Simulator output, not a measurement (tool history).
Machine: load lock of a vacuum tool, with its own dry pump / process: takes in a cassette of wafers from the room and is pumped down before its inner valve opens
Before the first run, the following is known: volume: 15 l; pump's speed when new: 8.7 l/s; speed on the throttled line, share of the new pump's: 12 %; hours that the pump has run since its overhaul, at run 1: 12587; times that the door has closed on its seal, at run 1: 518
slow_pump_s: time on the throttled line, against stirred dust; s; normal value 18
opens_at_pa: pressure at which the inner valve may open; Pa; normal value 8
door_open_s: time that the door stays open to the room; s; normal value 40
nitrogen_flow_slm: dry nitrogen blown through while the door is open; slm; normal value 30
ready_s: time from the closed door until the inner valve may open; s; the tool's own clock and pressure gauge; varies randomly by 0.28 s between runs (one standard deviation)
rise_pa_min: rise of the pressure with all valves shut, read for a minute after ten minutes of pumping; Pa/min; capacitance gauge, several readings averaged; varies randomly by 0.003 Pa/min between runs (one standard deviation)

run,hour,slow_pump_s,opens_at_pa,door_open_s,nitrogen_flow_slm,hours that the pump has run since its overhaul,times that the door has closed on its seal,"incoming humidity of the room's air, %",ready_s,rise_pa_min
1,0.0,18,8,40,30,12587,518,46.2,33.0,0.061
2,224.0,18,8,40,8,12811,1061,43.7,33.3,0.090
3,470.6,18,8,40,8,13058,1659,46.3,33.4,0.096
4,704.9,18,8,26,30,13292,2227,48.7,33.3,0.078
5,904.0,18,8,26,30,13491,2709,44.2,33.2,0.081
6,1091.7,30,8,26,30,13679,3164,46.4,43.5,0.086
7,1404.4,18,8,40,30,13992,3922,45.8,33.5,0.109
8,1822.8,18,8,40,30,14410,4937,48.4,33.7,0.132
9,2145.3,17,8,40,30,14733,5718,46.2,32.4,0.141
10,2463.7,10,8,40,30,15051,6490,44.4,26.9,0.158
11,2778.8,10,8,40,30,15366,7254,45.9,26.4,0.180
12,3013.2,18,8,170,30,15601,7822,44.8,33.5,0.222
13,3285.0,18,8,170,30,15872,8481,43.8,33.5,0.235
14,3703.2,18,8,40,30,16291,9495,44.2,34.3,0.240
15,3981.0,18,8,40,30,16568,10168,47.3,33.8,0.260
16,4188.4,18,8,40,30,16776,10671,42.8,33.3,0.276
17,4621.2,18,8,40,30,17209,11720,46.3,33.1,0.306
18,4913.9,18,8,40,30,17501,12429,46.2,33.6,0.327
19,5186.4,18,12,48,30,17774,13090,44.3,32.5,0.356
20,5417.9,18,13,93,26,18005,13651,45.5,32.8,0.392
21,5617.4,18,13,93,26,18205,14134,43.5,32.7,0.418
22,5926.5,18,13,93,26,18514,14884,47.1,32.6,0.442
23,6116.4,18,8,196,15,18704,15344,47.0,33.5,0.513
24,6477.5,25,8,82,15,19065,16219,45.9,40.0,0.520
25,6707.7,12,9,205,5,19295,16777,46.2,28.5,0.600
26,6920.0,18,15,40,9,19507,17292,47.3,33.0,0.570
27,7302.3,18,15,40,9,19890,18219,44.4,32.4,0.591
28,7541.8,18,15,40,9,20129,18799,42.8,32.5,0.633
29,7784.9,18,8,40,13,20372,19389,42.1,33.9,0.640
30,8014.9,18,12,40,30,20602,19946,41.7,33.0,0.658
# hour 8186.8: door's seal changed, seat wiped
31,8457.6,18,12,40,30,21044,656,45.8,33.1,0.059
32,8799.2,18,12,40,30,21385,1485,40.9,32.8,0.069
33,9195.0,24,10,30,22,21781,2444,41.0,38.5,0.079
34,9452.9,24,10,30,22,22039,3069,45.5,39.2,0.096
35,9751.7,24,7,155,22,22338,3793,48.3,39.9,0.141
# hour 9861.4: dry pump taken out, an overhauled one fitted
36,10065.1,18,11,110,30,204,4538,42.6,31.8,0.125

Consider 3 possible next runs. They are alternatives, not a sequence: every one starts from the tool as it was left by run 36. What does each give?
A,10439.6,18,8,126,30,578,5446,44.0,?,?
B,10439.6,18,8,71,30,578,5446,46.5,?,?
C,10439.6,18,12,40,30,578,5446,45.5,?,?

run,ready_s,rise_pa_min
A,32.4,0.148
B,32.3,0.141
C,31.5,0.131
Without the tool's unlogged condition, the same runs would have read:
run,ready_s,rise_pa_min
A,32.4,0.067
B,32.3,0.060
C,31.5,0.051

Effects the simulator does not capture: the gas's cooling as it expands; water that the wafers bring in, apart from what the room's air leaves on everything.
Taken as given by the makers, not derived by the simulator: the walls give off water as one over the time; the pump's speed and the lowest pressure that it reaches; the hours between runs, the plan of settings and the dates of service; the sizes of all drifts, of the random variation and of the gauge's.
